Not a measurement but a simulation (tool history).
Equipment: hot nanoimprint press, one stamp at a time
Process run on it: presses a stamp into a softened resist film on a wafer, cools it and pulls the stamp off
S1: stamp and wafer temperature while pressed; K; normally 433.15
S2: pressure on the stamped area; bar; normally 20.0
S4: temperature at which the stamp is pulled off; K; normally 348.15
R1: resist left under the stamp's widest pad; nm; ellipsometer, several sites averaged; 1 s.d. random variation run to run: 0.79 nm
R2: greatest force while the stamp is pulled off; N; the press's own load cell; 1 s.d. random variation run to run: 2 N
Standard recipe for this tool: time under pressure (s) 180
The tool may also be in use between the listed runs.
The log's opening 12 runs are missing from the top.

{"day": 7.175, "done": "plate thermocouple calibrated"}
{"run": 13, "day": 7.604, "S1": 433.15, "S2": 20.0, "time under pressure (s)": 129, "S4": 348.15, "R1": 230.6, "R2": 161}
{"run": 14, "day": 8.471, "S1": 433.15, "S2": 20.0, "time under pressure (s)": 129, "S4": 348.15, "R1": 229.6, "R2": 162}
{"run": 15, "day": 8.925, "S1": 433.15, "S2": 20.0, "time under pressure (s)": 129, "S4": 348.15, "R1": 231.1, "R2": 161}
{"run": 16, "day": 9.638, "S1": 435.15, "S2": 15.5, "time under pressure (s)": 283, "S4": 348.15, "R1": 193.5, "R2": 162}
{"run": 17, "day": 10.279, "S1": 443.15, "S2": 29.8, "time under pressure (s)": 320, "S4": 342.15, "R1": 90.9, "R2": 173}
{"run": 18, "day": 10.783, "S1": 443.15, "S2": 29.8, "time under pressure (s)": 123, "S4": 350.15, "R1": 126.0, "R2": 162}
{"run": 19, "day": 11.467, "S1": 428.15, "S2": 29.8, "time under pressure (s)": 123, "S4": 342.15, "R1": 229.1, "R2": 172}
{"run": 20, "day": 12.171, "S1": 428.15, "S2": 29.8, "time under pressure (s)": 123, "S4": 342.15, "R1": 231.4, "R2": 172}
{"run": 21, "day": 12.938, "S1": 433.15, "S2": 20.0, "time under pressure (s)": 180, "S4": 352.15, "R1": 209.7, "R2": 157}
{"run": 22, "day": 13.758, "S1": 433.15, "S2": 20.0, "time under pressure (s)": 180, "S4": 352.15, "R1": 208.3, "R2": 157}
{"run": 23, "day": 14.483, "S1": 433.15, "S2": 20.0, "time under pressure (s)": 101, "S4": 343.15, "R1": 246.2, "R2": 173}
{"run": 24, "day": 14.912, "S1": 433.15, "S2": 20.0, "time under pressure (s)": 101, "S4": 343.15, "R1": 243.8, "R2": 170}
{"run": 25, "day": 15.433, "S1": 439.15, "S2": 20.0, "time under pressure (s)": 98, "S4": 343.15, "R1": 199.7, "R2": 168}
{"day": 16.112, "done": "stamp cleaned and given a new release coat"}
{"run": 26, "day": 16.25, "S1": 439.15, "S2": 20.0, "time under pressure (s)": 98, "S4": 343.15, "R1": 198.0, "R2": 171}
{"run": 27, "day": 17.05, "S1": 434.15, "S2": 20.0, "time under pressure (s)": 197, "S4": 343.15, "R1": 194.4, "R2": 166}
{"run": 28, "day": 17.692, "S1": 434.15, "S2": 20.0, "time under pressure (s)": 197, "S4": 343.15, "R1": 193.8, "R2": 170}
{"run": 29, "day": 18.483, "S1": 421.15, "S2": 20.0, "time under pressure (s)": 197, "S4": 343.15, "R1": 306.1, "R2": 172}
{"run": 30, "day": 19.192, "S1": 421.15, "S2": 20.0, "time under pressure (s)": 197, "S4": 343.15, "R1": 306.7, "R2": 164}

Predict each of these 4 candidate next runs independently; none follows another, all start after run 30:
{"run": "A", "day": 19.771, "S1": 421.15, "S2": 16.5, "time under pressure (s)": 167, "S4": 338.15, "R1": "?", "R2": "?"}
{"run": "B", "day": 19.771, "S1": 426.15, "S2": 20.0, "time under pressure (s)": 344, "S4": 356.15, "R1": "?", "R2": "?"}
{"run": "C", "day": 19.771, "S1": 438.15, "S2": 20.0, "time under pressure (s)": 100, "S4": 346.15, "R1": "?", "R2": "?"}
{"run": "D", "day": 19.771, "S1": 433.15, "S2": 20.0, "time under pressure (s)": 180, "S4": 355.15, "R1": "?", "R2": "?"}

run=A R1=332.1 R2=179
run=B R1=226.2 R2=151
run=C R1=204.4 R2=162
run=D R1=206.9 R2=147
With the hidden condition removed and each run's random variation left untouched, the same runs would have given:
run=A R1=338.0 R2=179
run=B R1=230.3 R2=150
run=C R1=208.1 R2=162
run=D R1=210.6 R2=147
